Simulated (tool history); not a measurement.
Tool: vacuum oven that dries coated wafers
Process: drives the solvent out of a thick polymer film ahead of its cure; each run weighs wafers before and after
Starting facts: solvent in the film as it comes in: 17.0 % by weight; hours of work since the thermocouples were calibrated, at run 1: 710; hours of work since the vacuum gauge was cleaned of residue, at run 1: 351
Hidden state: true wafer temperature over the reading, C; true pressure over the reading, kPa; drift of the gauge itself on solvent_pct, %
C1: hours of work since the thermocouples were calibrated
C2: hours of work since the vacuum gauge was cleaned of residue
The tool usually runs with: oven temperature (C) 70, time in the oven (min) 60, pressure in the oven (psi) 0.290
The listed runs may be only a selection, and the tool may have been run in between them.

Run 1, day 0.000: usual settings; C1 710; C2 351. Result: solvent left in the film (%) 3.49.
Run 2, day 1.033: usual settings; C1 721; C2 362. Result: solvent left in the film (%) 3.50.
Run 3, day 1.858: usual settings; C1 730; C2 371. Result: solvent left in the film (%) 3.43.
Run 4, day 2.900: usual settings; C1 742; C2 382. Result: solvent left in the film (%) 3.45.
Run 5, day 4.008: usual settings; C1 754; C2 394. Result: solvent left in the film (%) 3.42.
Run 6, day 4.638: usual settings; C1 760; C2 401. Result: solvent left in the film (%) 3.56.
Run 7, day 5.304: usual settings; C1 768; C2 408. Result: solvent left in the film (%) 3.51.
Run 8, day 5.867: usual settings but oven temperature (C) 66; C1 774; C2 414. Result: solvent left in the film (%) 4.79.
Run 9, day 6.575: usual settings but oven temperature (C) 66; C1 781; C2 422. Result: solvent left in the film (%) 4.73.
Run 10, day 7.758: usual settings but oven temperature (C) 66; C1 794; C2 434. Result: solvent left in the film (%) 4.73.
Run 11, day 8.308: usual settings; C1 800; C2 440. Result: solvent left in the film (%) 3.52.
Run 12, day 9.304: usual settings; C1 811; C2 451. Result: solvent left in the film (%) 3.43.
Run 13, day 9.879: usual settings but pressure in the oven (psi) 0.947; C1 817; C2 457. Result: solvent left in the film (%) 8.93.
Run 14, day 10.475: usual settings but pressure in the oven (psi) 0.947; C1 823; C2 464. Result: solvent left in the film (%) 9.26.
Run 15, day 11.721: usual settings but pressure in the oven (psi) 0.947; C1 837; C2 477. Result: solvent left in the film (%) 9.14.
Run 16, day 12.925: usual settings but oven temperature (C) 71, pressure in the oven (psi) 0.439; C1 850; C2 490. Result: solvent left in the film (%) 4.52.
Run 17, day 14.088: usual settings but oven temperature (C) 67, time in the oven (min) 45, pressure in the oven (psi) 0.512; C1 862; C2 503. Result: solvent left in the film (%) 7.18.
Run 18, day 14.738: usual settings but oven temperature (C) 67, time in the oven (min) 54, pressure in the oven (psi) 0.326; C1 869; C2 510. Result: solvent left in the film (%) 5.15.
Run 19, day 15.608: usual settings but oven temperature (C) 67, time in the oven (min) 54, pressure in the oven (psi) 0.326; C1 879; C2 519. Result: solvent left in the film (%) 5.17.
Run 20, day 16.367: usual settings but oven temperature (C) 77, time in the oven (min) 67, pressure in the oven (psi) 0.300; C1 887; C2 528. Result: solvent left in the film (%) 2.19.
Run 21, day 16.967: usual settings but oven temperature (C) 67, time in the oven (min) 41, pressure in the oven (psi) 0.299; C1 894; C2 534. Result: solvent left in the film (%) 5.78.
Run 22, day 18.050: usual settings but oven temperature (C) 67, time in the oven (min) 41, pressure in the oven (psi) 0.299; C1 905; C2 546. Result: solvent left in the film (%) 5.92.
Run 23, day 19.062: usual settings but oven temperature (C) 72, time in the oven (min) 65, pressure in the oven (psi) 0.299; C1 916; C2 557. Result: solvent left in the film (%) 2.94.
Run 24, day 20.150: usual settings but oven temperature (C) 72, time in the oven (min) 87, pressure in the oven (psi) 0.299; C1 928; C2 568. Result: solvent left in the film (%) 2.70.
Run 25, day 21.338: usual settings but oven temperature (C) 72, time in the oven (min) 87, pressure in the oven (psi) 0.299; C1 941; C2 581. Result: solvent left in the film (%) 2.59.
Run 26, day 21.979: usual settings but oven temperature (C) 72, time in the oven (min) 87, pressure in the oven (psi) 0.299; C1 948; C2 588. Result: solvent left in the film (%) 2.65.
Run 27, day 22.800: usual settings but oven temperature (C) 84, time in the oven (min) 43, pressure in the oven (psi) 0.299; C1 957; C2 597. Result: solvent left in the film (%) 1.55.
Run 28, day 23.429: usual settings but oven temperature (C) 59, time in the oven (min) 64, pressure in the oven (psi) 0.174; C1 963; C2 604. Result: solvent left in the film (%) 6.26.
Run 29, day 24.550: usual settings but oven temperature (C) 82, time in the oven (min) 92, pressure in the oven (psi) 0.370; C1 976; C2 616. Result: solvent left in the film (%) 2.01.

Below are 5 alternative next runs, each starting from the tool's condition after run 29. Predict each:
Run A, day 25.671: usual settings but oven temperature (C) 84, time in the oven (min) 35, pressure in the oven (psi) 0.654; C1 988; C2 628. Result: solvent left in the film (%) ?.
Run B, day 25.671: usual settings but oven temperature (C) 76, time in the oven (min) 57; C1 988; C2 628. Result: solvent left in the film (%) ?.
Run C, day 25.671: usual settings but oven temperature (C) 82; C1 988; C2 628. Result: solvent left in the film (%) ?.
Run D, day 25.671: usual settings but oven temperature (C) 82, time in the oven (min) 77, pressure in the oven (psi) 0.586; C1 988; C2 628. Result: solvent left in the film (%) ?.
Run E, day 25.671: usual settings but pressure in the oven (psi) 0.406; C1 988; C2 628. Result: solvent left in the film (%) ?.

run  solvent left in the film (%)
  A                          3.43
  B                          2.27
  C                          1.60
  D                          3.17
  E                          4.43
Stripped of hidden state, with their random variation kept, the same runs would have yielded:
run  solvent left in the film (%)
  A                          3.42
  B                          2.26
  C                          1.59
  D                          3.16
  E                          4.41
